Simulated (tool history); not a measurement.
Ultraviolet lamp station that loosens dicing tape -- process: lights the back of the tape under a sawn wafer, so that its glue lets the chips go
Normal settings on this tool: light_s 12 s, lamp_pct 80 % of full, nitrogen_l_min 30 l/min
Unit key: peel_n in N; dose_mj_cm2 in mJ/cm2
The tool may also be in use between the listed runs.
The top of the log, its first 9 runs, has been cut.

run,hour,light_s,lamp_pct,nitrogen_l_min,peel_n,dose_mj_cm2
10,129.9,12,91,30,0.508,364
11,137.7,12,91,30,0.506,360
12,146.0,12,91,30,0.494,365
13,163.0,12,91,30,0.500,364
14,174.1,12,91,30,0.493,358
15,188.7,12,91,30,0.492,354
16,204.6,12,91,30,0.488,355
17,220.6,12,91,30,0.516,355
18,233.8,12,91,30,0.533,352
19,251.4,12,91,30,0.503,357
20,269.0,12,91,30,0.531,350
21,281.3,12,84,30,0.598,326

What will run 22 give?
22,296.2,14,80,30,?,?

peel_n: 0.511 N
dose_mj_cm2: 357 mJ/cm2
Minus the tool's unlogged condition, the same run would have read peel_n 0.402 N, dose_mj_cm2 423 mJ/cm2.
